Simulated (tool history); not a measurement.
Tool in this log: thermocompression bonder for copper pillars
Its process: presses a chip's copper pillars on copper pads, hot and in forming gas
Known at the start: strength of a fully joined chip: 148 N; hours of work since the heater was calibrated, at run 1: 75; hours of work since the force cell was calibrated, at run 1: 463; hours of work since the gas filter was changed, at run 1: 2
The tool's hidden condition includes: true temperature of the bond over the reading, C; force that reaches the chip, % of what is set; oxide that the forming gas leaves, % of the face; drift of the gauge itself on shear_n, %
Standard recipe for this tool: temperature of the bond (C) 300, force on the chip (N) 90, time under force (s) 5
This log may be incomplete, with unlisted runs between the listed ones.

run	day	temperature of the bond (C)	force on the chip (N)	time under force (s)	hours of work since the heater was calibrated	hours of work since the force cell was calibrated	hours of work since the gas filter was changed	force that shears a chip off (N)
1	0.000	300	90	5	75	463	2	108.0
2	0.262	300	90	7	79	467	6	115.9
3	0.688	300	90	5	85	474	13	108.4
4	1.121	300	90	5	92	481	19	108.1
5	1.500	300	90	5	98	487	25	106.8
6	1.721	300	90	5	102	490	29	107.5
7	2.075	300	90	5	107	496	34	105.9
8	2.421	300	134	5	112	501	40	118.5
9	2.854	288	90	5	119	508	46	98.1
10	3.242	288	109	5	125	514	52	103.3
11	3.496	288	109	5	129	518	56	103.2
12	3.846	300	90	5	135	523	62	106.2
13	4.233	300	83	5	141	529	68	103.4
14	4.579	300	83	5	146	534	73	104.1
15	4.842	300	83	5	150	539	77	103.1
# day 4.958: heater calibrated with a thermocouple chip
16	5.238	300	83	5	4	543	82	103.6
17	5.592	289	83	9	10	549	88	110.2
18	5.933	289	83	9	15	554	93	110.8
19	6.275	325	83	9	20	559	98	130.5
20	6.588	300	56	5	25	564	103	90.8
21	6.792	277	90	5	28	567	106	87.7
# day 6.996: heater calibrated with a thermocouple chip, once more
22	7.050	311	90	6	1	570	109	116.3
# day 7.346: forming gas filter changed
23	7.404	313	90	6	6	575	1	121.5
24	7.762	289	90	6	12	581	6	104.3
25	8.096	289	90	6	17	586	12	104.2
26	8.442	289	90	6	22	591	17	103.7
27	8.625	289	90	6	25	594	20	104.2
28	8.854	289	90	6	29	598	23	104.5
29	9.233	289	90	6	34	604	29	103.7
30	9.512	318	90	7	39	608	34	126.0
31	9.804	316	82	10	43	613	38	129.9
32	10.012	321	90	5	46	616	41	121.4

Below, each run's measurement less what the same run would have read without the hidden state. Both values contain the same run-to-run variation, but the gauge's scatter may not be the same in both:
run	force that shears a chip off (N)
1	-0.1
2	-0.2
3	-0.4
4	-0.6
5	-0.7
6	-0.9
7	-0.9
8	-1.3
9	-1.2
10	-1.5
11	-1.5
12	-1.8
13	-1.9
14	-2.1
15	-2.2
16	-1.9
17	-2.3
18	-2.5
19	-3.6
20	-2.1
21	-1.9
22	-3.9
23	-0.1
24	-0.2
25	-0.3
26	-0.5
27	-0.6
28	-0.7
29	-0.8
30	-1.3
31	-1.5
32	-1.5

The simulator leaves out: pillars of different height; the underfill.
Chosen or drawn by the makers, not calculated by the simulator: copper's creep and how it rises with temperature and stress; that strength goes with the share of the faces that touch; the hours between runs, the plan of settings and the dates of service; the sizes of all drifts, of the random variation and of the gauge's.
